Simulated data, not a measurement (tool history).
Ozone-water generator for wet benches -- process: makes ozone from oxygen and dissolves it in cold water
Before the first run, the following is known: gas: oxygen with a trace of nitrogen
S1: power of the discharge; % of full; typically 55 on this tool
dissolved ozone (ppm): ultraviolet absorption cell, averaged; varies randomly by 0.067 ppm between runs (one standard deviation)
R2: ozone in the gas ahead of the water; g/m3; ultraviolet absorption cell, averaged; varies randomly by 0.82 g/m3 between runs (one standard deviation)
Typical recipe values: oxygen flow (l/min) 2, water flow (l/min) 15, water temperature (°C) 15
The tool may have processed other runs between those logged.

run 1 hour=0 | S1=55 oxygen_flow_(l/min)=2 water_flow_(l/min)=15 water_temperature_(°C)=15 | dissolved_ozone_(ppm)=6.9 R2=129.5
run 2 hour=79.9 | S1=55 oxygen_flow_(l/min)=2 water_flow_(l/min)=15 water_temperature_(°C)=15 | dissolved_ozone_(ppm)=6.83 R2=129.9
run 3 hour=148.3 | S1=55 oxygen_flow_(l/min)=2.37 water_flow_(l/min)=15 water_temperature_(°C)=15 | dissolved_ozone_(ppm)=7.15 R2=118.9
run 4 hour=243.3 | S1=55 oxygen_flow_(l/min)=2.37 water_flow_(l/min)=15 water_temperature_(°C)=15 | dissolved_ozone_(ppm)=7.26 R2=119.3
run 5 hour=299.6 | S1=55 oxygen_flow_(l/min)=2.37 water_flow_(l/min)=15 water_temperature_(°C)=15 | dissolved_ozone_(ppm)=7.13 R2=119.2
run 6 hour=370.8 | S1=55 oxygen_flow_(l/min)=2.37 water_flow_(l/min)=15 water_temperature_(°C)=15 | dissolved_ozone_(ppm)=7.18 R2=118.6
run 7 hour=431.6 | S1=55 oxygen_flow_(l/min)=2 water_flow_(l/min)=22 water_temperature_(°C)=15 | dissolved_ozone_(ppm)=4.68 R2=128.2
run 8 hour=537.6 | S1=55 oxygen_flow_(l/min)=2 water_flow_(l/min)=15 water_temperature_(°C)=15 | dissolved_ozone_(ppm)=6.83 R2=129.5
run 9 hour=589.5 | S1=55 oxygen_flow_(l/min)=2 water_flow_(l/min)=15 water_temperature_(°C)=15 | dissolved_ozone_(ppm)=6.85 R2=127.4
run 10 hour=647.4 | S1=55 oxygen_flow_(l/min)=2 water_flow_(l/min)=15 water_temperature_(°C)=9 | dissolved_ozone_(ppm)=7.17 R2=128.3
run 11 hour=754 | S1=55 oxygen_flow_(l/min)=1.39 water_flow_(l/min)=15 water_temperature_(°C)=15 | dissolved_ozone_(ppm)=6.02 R2=150.9
run 12 hour=798.8 | S1=55 oxygen_flow_(l/min)=1.39 water_flow_(l/min)=15 water_temperature_(°C)=15 | dissolved_ozone_(ppm)=6.19 R2=150.8
run 13 hour=898.1 | S1=55 oxygen_flow_(l/min)=1.39 water_flow_(l/min)=15 water_temperature_(°C)=15 | dissolved_ozone_(ppm)=6.21 R2=152.3
run 14 hour=987.9 | S1=54 oxygen_flow_(l/min)=1.68 water_flow_(l/min)=20 water_temperature_(°C)=20 | dissolved_ozone_(ppm)=4.6 R2=137.7
run 15 hour=1049.7 | S1=54 oxygen_flow_(l/min)=1.68 water_flow_(l/min)=20 water_temperature_(°C)=20 | dissolved_ozone_(ppm)=4.6 R2=136.3

For run 16, what comes out?
run 16 hour=1138.4 | S1=80 oxygen_flow_(l/min)=1.01 water_flow_(l/min)=15 water_temperature_(°C)=9 | dissolved_ozone_(ppm)=? R2=?

Run 16 gave dissolved ozone (ppm) 6.7, R2 210.4 g/m3.
The same run, on a tool lacking any hidden state, would have yielded dissolved ozone (ppm) 7.01, R2 215.7 g/m3.
